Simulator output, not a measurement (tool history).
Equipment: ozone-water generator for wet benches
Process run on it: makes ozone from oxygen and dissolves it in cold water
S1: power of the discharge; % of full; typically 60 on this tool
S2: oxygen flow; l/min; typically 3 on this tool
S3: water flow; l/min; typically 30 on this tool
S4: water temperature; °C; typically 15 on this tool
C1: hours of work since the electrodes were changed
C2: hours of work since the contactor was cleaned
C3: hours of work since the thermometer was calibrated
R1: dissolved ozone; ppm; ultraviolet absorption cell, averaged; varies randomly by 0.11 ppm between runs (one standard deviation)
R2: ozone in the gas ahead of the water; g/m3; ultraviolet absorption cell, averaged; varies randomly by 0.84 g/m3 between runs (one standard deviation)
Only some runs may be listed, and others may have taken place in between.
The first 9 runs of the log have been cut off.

| run | day | S1 | S2 | S3 | S4 | C1 | C2 | C3 | R1 | R2 |
|---|---|---|---|---|---|---|---|---|---|---|
| 10 | 11.183 | 60 | 3 | 30 | 15 | 776 | 3594 | 1212 | 6 | 130.4 |
| 11 | 11.975 | 60 | 3 | 30 | 15 | 788 | 3607 | 1225 | 6.2 | 130.7 |
| 12 | 13.279 | 60 | 3 | 30 | 14 | 808 | 3627 | 1245 | 5.9 | 130.6 |
| 13 | 14.946 | 60 | 3 | 30 | 14 | 835 | 3653 | 1271 | 6 | 131 |
| 14 | 15.683 | 60 | 3 | 30 | 14 | 846 | 3665 | 1283 | 5.9 | 129.8 |
| 15 | 17.275 | 60 | 3 | 30 | 14 | 871 | 3690 | 1308 | 6 | 130.7 |
| 16 | 18.088 | 60 | 3 | 30 | 14 | 884 | 3702 | 1320 | 5.8 | 130.5 |
| 17 | 19.638 | 60 | 3 | 30 | 14 | 908 | 3726 | 1345 | 5.9 | 129.7 |
| 18 | 20.888 | 60 | 3 | 24 | 8 | 927 | 3746 | 1364 | 7.8 | 129 |
| 19 | 22.012 | 60 | 1.5 | 24 | 10 | 945 | 3764 | 1382 | 6.4 | 196.2 |
| 20 | 23.142 | 60 | 1.5 | 24 | 10 | 963 | 3781 | 1399 | 6.3 | 197 |
| 21 | 24.742 | 89 | 1.65 | 25 | 17 | 988 | 3806 | 1424 | 7.8 | 229 |
| 22 | 25.579 | 89 | 1.65 | 25 | 17 | 1001 | 3819 | 1438 | 7.7 | 232.1 |
|  | 25.725 | water thermometer calibrated |
| 23 | 26.779 | 89 | 1.65 | 25 | 17 | 1019 | 3838 | 16 | 7.7 | 230.7 |
| 24 | 27.9 | 89 | 4.45 | 25 | 17 | 1037 | 3855 | 34 | 8.9 | 127.6 |
| 25 | 28.821 | 60 | 1.61 | 22 | 7 | 1051 | 3870 | 48 | 7.2 | 186.9 |
| 26 | 29.683 | 44 | 1.98 | 22 | 7 | 1065 | 3883 | 62 | 6.5 | 138.5 |
| 27 | 31.308 | 60 | 3 | 30 | 16 | 1090 | 3909 | 87 | 6 | 128 |
|  | 32.1 | water thermometer calibrated, once more |
| 28 | 32.646 | 60 | 1.73 | 30 | 15 | 1111 | 3929 | 9 | 5.1 | 180.6 |
| 29 | 33.954 | 60 | 1.73 | 30 | 15 | 1131 | 3950 | 29 | 5.1 | 178.4 |
| 30 | 35.4 | 60 | 1.73 | 33 | 10 | 1154 | 3972 | 52 | 4.7 | 178 |
| 31 | 36.112 | 50 | 2.28 | 33 | 14 | 1165 | 3983 | 63 | 4.5 | 134.9 |
| 32 | 37.383 | 50 | 2.28 | 33 | 14 | 1185 | 4003 | 83 | 4.7 | 136.2 |
| 33 | 38.233 | 47 | 3 | 41 | 15 | 1198 | 4017 | 96 | 3.5 | 112.7 |

Below are 4 alternative next runs, each starting from the tool's condition after run 33. Predict each:
| A | 39.558 | 47 | 3 | 22 | 21 | 1219 | 4037 | 117 | ? | ? |
| B | 39.558 | 75 | 3 | 21 | 15 | 1219 | 4037 | 117 | ? | ? |
| C | 39.558 | 60 | 3 | 41 | 17 | 1219 | 4037 | 117 | ? | ? |
| D | 39.558 | 60 | 3 | 30 | 17 | 1219 | 4037 | 117 | ? | ? |

| run | R1 | R2 |
|---|---|---|
| A | 6.5 | 111.6 |
| B | 9.2 | 144.6 |
| C | 4.2 | 128.2 |
| D | 5.8 | 128.9 |
Stripped of hidden state, with their random variation kept, the same runs would have yielded:
| run | R1 | R2 |
|---|---|---|
| A | 7 | 115.7 |
| B | 10.2 | 151.7 |
| C | 4.7 | 133.7 |
| D | 6.3 | 134.5 |
